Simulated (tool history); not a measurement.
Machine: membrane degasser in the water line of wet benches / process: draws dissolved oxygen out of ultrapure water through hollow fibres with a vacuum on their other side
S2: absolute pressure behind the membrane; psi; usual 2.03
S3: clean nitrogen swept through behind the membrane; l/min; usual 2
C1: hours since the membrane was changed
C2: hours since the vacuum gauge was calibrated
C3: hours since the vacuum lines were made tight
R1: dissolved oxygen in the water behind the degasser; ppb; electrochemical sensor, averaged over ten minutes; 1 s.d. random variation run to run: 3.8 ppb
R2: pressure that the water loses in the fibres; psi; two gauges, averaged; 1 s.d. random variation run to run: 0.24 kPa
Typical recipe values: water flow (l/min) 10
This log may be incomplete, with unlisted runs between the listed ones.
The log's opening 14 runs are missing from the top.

Run 15, hour 1803.7: usual settings; C1 6085; C2 2343; C3 5262. Result: R1 451.6 ppb, R2 9.591 psi.
Run 16, hour 1943.5: usual settings but S3 3.45 l/min; C1 6225; C2 2483; C3 5402. Result: R1 403.4 ppb, R2 9.729 psi.
At hour 1953.5: vacuum gauge calibrated.
Run 17, hour 2109.6: usual settings but S3 3.45 l/min; C1 6390; C2 156; C3 5567. Result: R1 410.8 ppb, R2 9.745 psi.
At hour 2227.3: vacuum gauge calibrated, once more.
Run 18, hour 2283.1: usual settings but S3 3.45 l/min; C1 6563; C2 56; C3 5740. Result: R1 407.8 ppb, R2 9.8 psi.
Run 19, hour 2382.9: usual settings but water flow (l/min) 14, S2 2.28 psi; C1 6663; C2 156; C3 5840. Result: R1 849.9 ppb, R2 13.664 psi.
Run 20, hour 2555: usual settings but water flow (l/min) 14, S2 1.31 psi, S3 3.47 l/min; C1 6835; C2 328; C3 6012. Result: R1 713.6 ppb, R2 13.665 psi.
At hour 2601: seals of the vacuum lines changed.
Run 21, hour 2672.1: usual settings but water flow (l/min) 9, S2 1.31 psi, S3 1.2 l/min; C1 6950; C2 443; C3 71. Result: R1 359.5 ppb, R2 8.831 psi.
Run 22, hour 2780.2: usual settings but water flow (l/min) 9, S2 1.31 psi, S3 1.2 l/min; C1 7058; C2 551; C3 179. Result: R1 368 ppb, R2 8.82 psi.
Run 23, hour 2866.1: usual settings but water flow (l/min) 7, S2 4.34 psi, S3 0.9 l/min; C1 7144; C2 637; C3 265. Result: R1 593.6 ppb, R2 6.892 psi.
Run 24, hour 3041.9: usual settings but water flow (l/min) 7, S2 4.34 psi, S3 0.9 l/min; C1 7320; C2 813; C3 441. Result: R1 600.2 ppb, R2 6.946 psi.
Run 25, hour 3135: usual settings but water flow (l/min) 9, S2 1.87 psi; C1 7413; C2 906; C3 534. Result: R1 373 ppb, R2 8.826 psi.
Run 26, hour 3256.7: usual settings but water flow (l/min) 9, S2 1.87 psi; C1 7535; C2 1027; C3 656. Result: R1 368.7 ppb, R2 8.891 psi.
Run 27, hour 3339.2: usual settings but water flow (l/min) 7, S2 3.74 psi, S3 1.43 l/min; C1 7617; C2 1110; C3 738. Result: R1 393.7 ppb, R2 6.955 psi.
Run 28, hour 3450: usual settings but water flow (l/min) 7, S2 3.74 psi, S3 1.43 l/min; C1 7728; C2 1221; C3 849. Result: R1 403.5 ppb, R2 6.972 psi.
Run 29, hour 3581.5: usual settings but water flow (l/min) 7, S2 3.07 psi, S3 3.05 l/min; C1 7860; C2 1352; C3 981. Result: R1 243.6 ppb, R2 6.923 psi.
Run 30, hour 3727.9: usual settings but water flow (l/min) 6, S2 1.75 psi, S3 1.24 l/min; C1 8006; C2 1499; C3 1127. Result: R1 193.5 ppb, R2 5.984 psi.
Run 31, hour 3887.5: usual settings but water flow (l/min) 6, S2 1.75 psi, S3 1.24 l/min; C1 8166; C2 1658; C3 1287. Result: R1 196.2 ppb, R2 5.9 psi.

What if the next run were any one of these 4? Each begins from the tool's condition after run 31:
Run A, hour 3970.2: usual settings but S2 1.26 psi, S3 1.25 l/min; C1 8248; C2 1741; C3 1369. Result: R1 ?, R2 ?.
Run B, hour 3970.2: usual settings but water flow (l/min) 8; C1 8248; C2 1741; C3 1369. Result: R1 ?, R2 ?.
Run C, hour 3970.2: usual settings but water flow (l/min) 12, S2 2.09 psi, S3 1.24 l/min; C1 8248; C2 1741; C3 1369. Result: R1 ?, R2 ?.
Run D, hour 3970.2: usual settings but water flow (l/min) 6, S2 3.86 psi, S3 1.37 l/min; C1 8248; C2 1741; C3 1369. Result: R1 ?, R2 ?.

run     R1      R2
  A  453.9   9.855
  B    312   7.905
  C  765.6  11.992
  D  341.2   5.978
Take away the tool's hidden state, keep each run's random variation, and the runs would have read:
run     R1      R2
  A  349.7   8.873
  B  241.5    7.12
  C  629.2  10.807
  D  301.2   5.388
